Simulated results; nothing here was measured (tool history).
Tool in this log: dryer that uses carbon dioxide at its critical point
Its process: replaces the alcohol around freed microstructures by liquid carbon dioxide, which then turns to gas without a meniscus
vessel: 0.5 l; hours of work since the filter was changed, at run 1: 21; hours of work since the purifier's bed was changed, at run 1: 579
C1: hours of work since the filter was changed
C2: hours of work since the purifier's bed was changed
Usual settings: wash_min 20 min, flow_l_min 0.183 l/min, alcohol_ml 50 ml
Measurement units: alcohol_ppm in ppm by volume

run 1 hour=0.0 | wash_min=20 flow_l_min=0.183 alcohol_ml=50 | C1=21 C2=579 | alcohol_ppm=250
run 2 hour=62.2 | wash_min=20 flow_l_min=0.183 alcohol_ml=50 | C1=46 C2=604 | alcohol_ppm=267
run 3 hour=114.4 | wash_min=20 flow_l_min=0.183 alcohol_ml=50 | C1=67 C2=625 | alcohol_ppm=303
run 4 hour=149.4 | wash_min=19 flow_l_min=0.183 alcohol_ml=50 | C1=81 C2=640 | alcohol_ppm=381
run 5 hour=200.4 | wash_min=19 flow_l_min=0.183 alcohol_ml=50 | C1=102 C2=660 | alcohol_ppm=410
run 6 hour=240.4 | wash_min=19 flow_l_min=0.183 alcohol_ml=50 | C1=118 C2=676 | alcohol_ppm=442
run 7 hour=272.4 | wash_min=19 flow_l_min=0.183 alcohol_ml=50 | C1=131 C2=689 | alcohol_ppm=473
run 8 hour=333.7 | wash_min=19 flow_l_min=0.183 alcohol_ml=50 | C1=156 C2=714 | alcohol_ppm=535
run 9 hour=381.3 | wash_min=19 flow_l_min=0.183 alcohol_ml=50 | C1=175 C2=733 | alcohol_ppm=574
-- hour=388.1 inlet filter changed
run 10 hour=410.0 | wash_min=19 flow_l_min=0.183 alcohol_ml=50 | C1=9 C2=744 | alcohol_ppm=336
run 11 hour=455.7 | wash_min=20 flow_l_min=0.183 alcohol_ml=93 | C1=27 C2=763 | alcohol_ppm=388
run 12 hour=484.7 | wash_min=20 flow_l_min=0.183 alcohol_ml=98 | C1=39 C2=775 | alcohol_ppm=425
run 13 hour=527.9 | wash_min=20 flow_l_min=0.206 alcohol_ml=116 | C1=57 C2=792 | alcohol_ppm=337
run 14 hour=571.4 | wash_min=20 flow_l_min=0.206 alcohol_ml=116 | C1=74 C2=810 | alcohol_ppm=345
run 15 hour=599.8 | wash_min=29 flow_l_min=0.129 alcohol_ml=23 | C1=86 C2=821 | alcohol_ppm=305
run 16 hour=631.5 | wash_min=13 flow_l_min=0.259 alcohol_ml=41 | C1=98 C2=834 | alcohol_ppm=423
run 17 hour=694.6 | wash_min=13 flow_l_min=0.259 alcohol_ml=41 | C1=124 C2=860 | alcohol_ppm=444
run 18 hour=726.9 | wash_min=13 flow_l_min=0.259 alcohol_ml=41 | C1=137 C2=873 | alcohol_ppm=493
run 19 hour=771.2 | wash_min=17 flow_l_min=0.125 alcohol_ml=50 | C1=155 C2=890 | alcohol_ppm=3486
run 20 hour=813.3 | wash_min=20 flow_l_min=0.204 alcohol_ml=50 | C1=172 C2=907 | alcohol_ppm=384

What will run 21 give?
-- hour=827.1 inlet filter changed
run 21 hour=851.5 | wash_min=19 flow_l_min=0.115 alcohol_ml=78 | C1=10 C2=923 | alcohol_ppm=?

Run 21 yielded alcohol_ppm 3007 ppm by volume.
With no hidden state in the tool, this same run would have given alcohol_ppm 2634 ppm by volume.

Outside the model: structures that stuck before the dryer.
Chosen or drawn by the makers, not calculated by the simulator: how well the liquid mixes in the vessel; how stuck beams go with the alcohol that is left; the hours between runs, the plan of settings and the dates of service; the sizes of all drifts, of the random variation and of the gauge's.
